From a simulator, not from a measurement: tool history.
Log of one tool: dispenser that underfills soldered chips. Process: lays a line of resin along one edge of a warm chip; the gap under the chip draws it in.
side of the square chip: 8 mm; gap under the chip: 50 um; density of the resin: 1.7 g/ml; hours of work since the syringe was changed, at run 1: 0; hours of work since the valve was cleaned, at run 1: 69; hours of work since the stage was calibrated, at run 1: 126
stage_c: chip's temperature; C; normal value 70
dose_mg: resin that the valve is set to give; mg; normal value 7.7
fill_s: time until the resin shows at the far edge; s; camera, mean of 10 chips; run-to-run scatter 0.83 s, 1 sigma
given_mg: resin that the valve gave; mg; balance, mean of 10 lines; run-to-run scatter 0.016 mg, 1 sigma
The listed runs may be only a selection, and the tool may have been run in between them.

run,day,stage_c,dose_mg,hours of work since the syringe was changed,hours of work since the valve was cleaned,hours of work since the stage was calibrated,fill_s,given_mg
1,0,70,7.7,0,69,126,83.2,7.48
2,0.233,70,7.7,5,73,130,117.4,7.45
3,0.35,70,7.7,7,76,133,140.4,7.48
4,0.579,70,7.7,11,80,137,200.8,7.47
# day 0.621: new syringe of resin
5,0.704,70,6.73,2,82,139,97.6,6.53
6,0.825,75,7.7,4,84,141,86.2,7.44
7,0.925,75,7.7,6,86,143,99.9,7.45
8,1.154,72,7.7,10,91,148,163.4,7.4
# day 1.258: new syringe of resin
# day 1.342: dispensing valve cleaned and set on the balance
9,1.358,70,7.7,1,0,151,89.2,7.73
10,1.558,70,7.13,5,4,154,121.5,7.14
11,1.792,70,7.13,9,9,159,172.2,7.14
# day 1.938: new syringe of resin
12,2.046,70,7.13,2,13,163,95.3,7.11
13,2.158,70,7.7,4,15,166,112.9,7.65
14,2.312,71,7.7,7,18,169,136,7.66
15,2.529,70,9.41,11,22,173,189.9,9.36
# day 2.596: new syringe of resin
16,2.746,70,9.41,3,26,176,98.8,9.35
17,2.892,69,7.7,6,29,179,136.4,7.64
18,3.075,58,9.2,9,33,183,308.5,9.1
# day 3.233: new syringe of resin
19,3.317,65,8.01,2,37,187,119,7.91
20,3.521,59,9.51,5,41,191,219,9.39
21,3.725,60,7.29,9,45,195,292.8,7.19
22,3.838,56,7.35,11,47,197,432.3,7.22
# day 3.879: new syringe of resin
23,3.975,68,7.19,2,49,199,108.2,7.08
24,4.075,68,7.19,4,51,201,125.7,7.07
25,4.233,56,6.72,7,54,204,315.2,6.58
26,4.421,70,7,10,58,208,194.9,6.86
# day 4.525: new syringe of resin
27,4.621,66,6.7,2,61,212,123.9,6.53
28,4.721,60,7.95,4,63,213,191.4,7.75
29,4.829,74,7.1,6,65,216,109,6.9
30,4.933,74,7.1,8,67,218,127.6,6.93
31,5.079,74,6.58,11,70,220,164.3,6.39
# day 5.179: new syringe of resin
32,5.242,74,6.58,1,73,223,78.2,6.4
33,5.404,74,8.25,4,76,226,92,8.02

What would each run have given without the hidden state, its run-to-run variation left as it was?
Hidden conditions of the tool in this case: resin's viscosity, % of fresh resin's; dose that the valve gives, % of what is set; true chip temperature over the reading, C; drift of the gauge itself on fill_s, %; drift of the gauge itself on given_mg, %.
run,fill_s,given_mg
1,77.3,7.69
2,77.2,7.67
3,77.4,7.71
4,79,7.71
5,81.3,6.75
6,60.4,7.7
7,60.3,7.71
8,69.8,7.68
9,78.7,7.71
10,79.7,7.14
11,79.8,7.14
12,77.3,7.13
13,77.6,7.69
14,74.1,7.71
15,75.2,9.43
16,74.9,9.44
17,82.7,7.71
18,142.2,9.21
19,98.7,8.02
20,134.2,9.54
21,131.6,7.31
22,164.6,7.35
23,86.9,7.22
24,86.5,7.21
25,170.4,6.72
26,80.2,7.01
27,99.1,6.69
28,132.6,7.94
29,64.2,7.08
30,64.4,7.11
31,66.9,6.57
32,67.1,6.59
33,62.1,8.26
